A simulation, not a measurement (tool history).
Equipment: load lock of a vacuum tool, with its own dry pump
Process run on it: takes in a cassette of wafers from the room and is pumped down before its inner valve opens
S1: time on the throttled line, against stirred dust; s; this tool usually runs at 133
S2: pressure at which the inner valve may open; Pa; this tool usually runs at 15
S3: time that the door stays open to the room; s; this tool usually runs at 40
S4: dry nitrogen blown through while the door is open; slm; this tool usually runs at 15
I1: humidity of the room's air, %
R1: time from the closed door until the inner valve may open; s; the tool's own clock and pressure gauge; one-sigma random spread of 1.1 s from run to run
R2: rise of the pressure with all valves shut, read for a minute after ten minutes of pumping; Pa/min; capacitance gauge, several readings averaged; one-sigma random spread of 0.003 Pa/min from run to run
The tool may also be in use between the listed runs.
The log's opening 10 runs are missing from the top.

run 11 hour=714.4 | S1=133 S2=15 S3=40 S4=15 | I1=44.3 | R1=245.4 R2=0.027
run 12 hour=765.3 | S1=133 S2=15 S3=40 S4=15 | I1=43.8 | R1=244.5 R2=0.026
run 13 hour=838.3 | S1=133 S2=14 S3=40 S4=15 | I1=44.4 | R1=243.9 R2=0.024
run 14 hour=909.8 | S1=133 S2=15 S3=40 S4=15 | I1=45.9 | R1=245 R2=0.026
run 15 hour=969.5 | S1=133 S2=15 S3=40 S4=4 | I1=46.8 | R1=243.8 R2=0.041
run 16 hour=1072.7 | S1=133 S2=15 S3=40 S4=15 | I1=45 | R1=245.6 R2=0.027
run 17 hour=1159.9 | S1=133 S2=15 S3=52 S4=15 | I1=47.5 | R1=246.4 R2=0.033
run 18 hour=1237.8 | S1=133 S2=15 S3=52 S4=15 | I1=45.6 | R1=244.4 R2=0.03
run 19 hour=1307.3 | S1=133 S2=15 S3=52 S4=15 | I1=45.8 | R1=244.2 R2=0.031
run 20 hour=1417.6 | S1=133 S2=15 S3=52 S4=15 | I1=41.8 | R1=244.4 R2=0.025
run 21 hour=1515.6 | S1=133 S2=15 S3=133 S4=16 | I1=44.9 | R1=244.4 R2=0.042
run 22 hour=1611.9 | S1=133 S2=15 S3=133 S4=16 | I1=44.1 | R1=245.1 R2=0.041
run 23 hour=1673 | S1=100 S2=27 S3=54 S4=43 | I1=44.2 | R1=211.9 R2=0.021
run 24 hour=1732.4 | S1=100 S2=27 S3=54 S4=43 | I1=44.2 | R1=210.7 R2=0.016
run 25 hour=1810.5 | S1=100 S2=27 S3=54 S4=43 | I1=44.4 | R1=211.7 R2=0.023
run 26 hour=1902.4 | S1=166 S2=19 S3=205 S4=21 | I1=44.1 | R1=264.5 R2=0.046
run 27 hour=1988.3 | S1=127 S2=27 S3=37 S4=13 | I1=43.8 | R1=230.1 R2=0.032
run 28 hour=2055.1 | S1=160 S2=16 S3=32 S4=4 | I1=45.6 | R1=263.6 R2=0.034
run 29 hour=2119.5 | S1=224 S2=23 S3=35 S4=19 | I1=41.8 | R1=301.2 R2=0.019
run 30 hour=2185.4 | S1=224 S2=26 S3=145 S4=9 | I1=46.9 | R1=298.7 R2=0.053
run 31 hour=2263.4 | S1=215 S2=11 S3=40 S4=18 | I1=43.3 | R1=308.7 R2=0.024
run 32 hour=2367.6 | S1=215 S2=11 S3=40 S4=18 | I1=48.9 | R1=308.9 R2=0.024

Estimate the outcome of run 33 from the log above:
run 33 hour=2432.3 | S1=118 S2=11 S3=96 S4=21 | I1=42.2 | R1=? R2=?

Run 33 gave R1 241.5 s, R2 0.036 Pa/min.
With the hidden condition absent and the run-to-run variation left alone, this run would have shown R1 241.4 s, R2 0.035 Pa/min.
